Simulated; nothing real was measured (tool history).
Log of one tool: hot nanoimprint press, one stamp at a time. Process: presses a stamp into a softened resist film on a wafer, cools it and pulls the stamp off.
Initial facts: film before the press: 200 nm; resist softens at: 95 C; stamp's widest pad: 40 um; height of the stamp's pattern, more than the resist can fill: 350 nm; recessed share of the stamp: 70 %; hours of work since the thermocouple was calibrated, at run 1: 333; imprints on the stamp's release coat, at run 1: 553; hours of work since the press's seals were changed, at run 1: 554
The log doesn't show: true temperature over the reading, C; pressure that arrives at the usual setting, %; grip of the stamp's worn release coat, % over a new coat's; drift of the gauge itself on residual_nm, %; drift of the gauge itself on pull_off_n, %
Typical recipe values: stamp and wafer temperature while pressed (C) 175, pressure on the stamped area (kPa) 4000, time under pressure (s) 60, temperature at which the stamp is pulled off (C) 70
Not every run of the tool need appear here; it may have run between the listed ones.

run,day,stamp and wafer temperature while pressed (C),pressure on the stamped area (kPa),time under pressure (s),temperature at which the stamp is pulled off (C),hours of work since the thermocouple was calibrated,imprints on the stamp's release coat,hours of work since the press's seals were changed,resist left under the stamp's widest pad (angstrom),greatest force while the stamp is pulled off (N)
1,0,175,4000,60,70,333,553,554,920,163
# day 2.496: stamp cleaned and given a new release coat
2,3.175,175,4000,60,70,363,45,585,913,143
# day 4.025: press's hydraulic seals changed and the load cell set to zero
3,5.325,175,4000,60,70,382,164,14,899,151
# day 7.679: plate thermocouple calibrated
4,7.829,175,4000,60,70,2,320,38,858,153
5,11.671,175,4000,60,70,42,572,78,867,161
# day 13.658: stamp cleaned and given a new release coat
6,13.946,175,4000,60,70,63,19,100,859,148
7,17.483,180,4000,60,70,100,251,136,720,153
8,21.212,175,4000,60,70,139,495,175,854,164
9,22.812,175,4000,60,70,155,600,192,849,164
# day 24.354: stamp cleaned and given a new release coat
# day 25.392: plate thermocouple calibrated, once more
10,26.179,175,4000,60,70,8,111,223,946,149
11,30.071,175,4000,60,70,49,366,264,937,152
12,32.071,175,4000,60,70,70,498,285,943,165
13,34.912,175,4000,60,70,99,684,314,941,169
# day 35.508: stamp cleaned and given a new release coat
14,38.079,175,4000,60,70,130,168,345,934,148
15,40.054,175,4000,60,70,150,298,365,933,153
16,42.95,175,2670,101,74,181,488,395,906,154
17,44.654,175,2670,101,74,198,600,413,905,161
# day 46.3: stamp cleaned and given a new release coat
18,47.854,169,5940,101,60,229,102,444,790,156
19,51.175,169,5940,101,60,264,320,479,791,161
20,54.05,169,5940,101,60,294,508,509,784,175
# day 57.054: stamp cleaned and given a new release coat
21,57.617,168,5940,97,60,328,37,543,825,152
22,61.175,173,4550,120,77,365,270,580,701,147
# day 62.196: press's hydraulic seals changed and the load cell set to zero
23,63.45,173,4550,120,77,386,397,13,677,152
# day 65.654: plate thermocouple calibrated
24,67.129,175,4260,60,58,15,630,50,923,180
# day 68.462: stamp cleaned and given a new release coat
25,70.45,175,4260,60,58,47,130,82,926,165
26,74.104,175,4260,60,58,86,369,120,913,170
27,76.917,187,3340,98,59,115,554,150,552,175
# day 79.354: stamp cleaned and given a new release coat
28,79.825,187,4230,98,58,143,31,177,488,155
29,81.558,180,3260,33,59,161,145,195,1068,162

Predict each of these 3 candidate next runs independently; none follows another, all start after run 29:
A,84.954,187,3260,33,71,196,368,231,?,?
B,84.954,180,3260,48,59,196,368,231,?,?
C,84.954,175,4000,60,59,196,368,231,?,?

run,resist left under the stamp's widest pad (angstrom),greatest force while the stamp is pulled off (N)
A,873,157
B,943,175
C,928,170
The same runs, with their run-to-run variation unchanged, on a tool lacking any hidden condition would have given:
run,resist left under the stamp's widest pad (angstrom),greatest force while the stamp is pulled off (N)
A,888,142
B,961,159
C,948,154

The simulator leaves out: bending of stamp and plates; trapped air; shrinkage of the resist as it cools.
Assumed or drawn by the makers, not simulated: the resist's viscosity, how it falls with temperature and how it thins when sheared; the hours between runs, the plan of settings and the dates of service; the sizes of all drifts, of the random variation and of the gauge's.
